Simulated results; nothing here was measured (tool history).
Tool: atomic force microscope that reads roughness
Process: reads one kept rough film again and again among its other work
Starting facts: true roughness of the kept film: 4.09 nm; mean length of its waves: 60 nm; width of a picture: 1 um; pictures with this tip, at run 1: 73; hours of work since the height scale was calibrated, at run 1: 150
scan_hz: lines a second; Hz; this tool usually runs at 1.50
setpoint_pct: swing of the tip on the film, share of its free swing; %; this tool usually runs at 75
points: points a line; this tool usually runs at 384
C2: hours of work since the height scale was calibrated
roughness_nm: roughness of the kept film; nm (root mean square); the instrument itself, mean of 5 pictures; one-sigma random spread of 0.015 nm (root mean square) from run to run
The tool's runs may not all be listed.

{"run": 1, "hour": 0.0, "scan_hz": 1.5, "setpoint_pct": 75, "points": 384, "pictures with this tip": 73, "C2": 150, "roughness_nm": 3.451}
{"run": 2, "hour": 8.9, "scan_hz": 1.5, "setpoint_pct": 75, "points": 384, "pictures with this tip": 80, "C2": 155, "roughness_nm": 3.45}
{"run": 3, "hour": 15.1, "scan_hz": 1.5, "setpoint_pct": 66, "points": 384, "pictures with this tip": 84, "C2": 157, "roughness_nm": 3.595}
{"run": 4, "hour": 23.5, "scan_hz": 1.5, "setpoint_pct": 81, "points": 384, "pictures with this tip": 91, "C2": 161, "roughness_nm": 3.341}
{"run": 5, "hour": 33.0, "scan_hz": 1.5, "setpoint_pct": 81, "points": 384, "pictures with this tip": 98, "C2": 166, "roughness_nm": 3.337}
{"run": 6, "hour": 40.4, "scan_hz": 1.5, "setpoint_pct": 81, "points": 384, "pictures with this tip": 104, "C2": 169, "roughness_nm": 3.325}
{"run": 7, "hour": 49.9, "scan_hz": 1.5, "setpoint_pct": 81, "points": 384, "pictures with this tip": 111, "C2": 174, "roughness_nm": 3.334}
{"run": 8, "hour": 54.4, "scan_hz": 1.5, "setpoint_pct": 81, "points": 384, "pictures with this tip": 115, "C2": 176, "roughness_nm": 3.279}
{"run": 9, "hour": 61.6, "scan_hz": 1.03, "setpoint_pct": 75, "points": 384, "pictures with this tip": 121, "C2": 179, "roughness_nm": 3.498}
{"run": 10, "hour": 70.6, "scan_hz": 1.03, "setpoint_pct": 75, "points": 384, "pictures with this tip": 127, "C2": 183, "roughness_nm": 3.506}
{"run": 11, "hour": 79.8, "scan_hz": 2.54, "setpoint_pct": 75, "points": 384, "pictures with this tip": 135, "C2": 188, "roughness_nm": 3.186}
{"hour": 81.2, "done": "height scale calibrated on a step standard"}
{"run": 12, "hour": 85.7, "scan_hz": 2.54, "setpoint_pct": 75, "points": 384, "pictures with this tip": 138, "C2": 2, "roughness_nm": 3.19}
{"run": 13, "hour": 91.6, "scan_hz": 2.54, "setpoint_pct": 75, "points": 384, "pictures with this tip": 143, "C2": 5, "roughness_nm": 3.182}
{"hour": 99.6, "done": "new tip fitted"}
{"run": 14, "hour": 100.8, "scan_hz": 1.5, "setpoint_pct": 75, "points": 384, "pictures with this tip": 1, "C2": 9, "roughness_nm": 3.514}
{"run": 15, "hour": 105.5, "scan_hz": 1.5, "setpoint_pct": 75, "points": 384, "pictures with this tip": 4, "C2": 11, "roughness_nm": 3.547}
{"run": 16, "hour": 112.4, "scan_hz": 1.5, "setpoint_pct": 75, "points": 384, "pictures with this tip": 10, "C2": 14, "roughness_nm": 3.515}
{"run": 17, "hour": 119.2, "scan_hz": 1.5, "setpoint_pct": 75, "points": 429, "pictures with this tip": 15, "C2": 18, "roughness_nm": 3.542}
{"hour": 123.1, "done": "height scale calibrated on a step standard, once more"}
{"run": 18, "hour": 129.1, "scan_hz": 1.85, "setpoint_pct": 62, "points": 663, "pictures with this tip": 22, "C2": 3, "roughness_nm": 3.632}
{"run": 19, "hour": 133.9, "scan_hz": 1.85, "setpoint_pct": 62, "points": 663, "pictures with this tip": 26, "C2": 5, "roughness_nm": 3.641}
{"run": 20, "hour": 138.2, "scan_hz": 2.24, "setpoint_pct": 78, "points": 375, "pictures with this tip": 29, "C2": 7, "roughness_nm": 3.256}

What will run 21 give?
{"run": 21, "hour": 142.4, "scan_hz": 2.24, "setpoint_pct": 78, "points": 375, "pictures with this tip": 32, "C2": 9, "roughness_nm": "?"}

roughness_nm: 3.244 nm (root mean square)
With no hidden state in the tool, this same run would have given roughness_nm 3.294 nm (root mean square).

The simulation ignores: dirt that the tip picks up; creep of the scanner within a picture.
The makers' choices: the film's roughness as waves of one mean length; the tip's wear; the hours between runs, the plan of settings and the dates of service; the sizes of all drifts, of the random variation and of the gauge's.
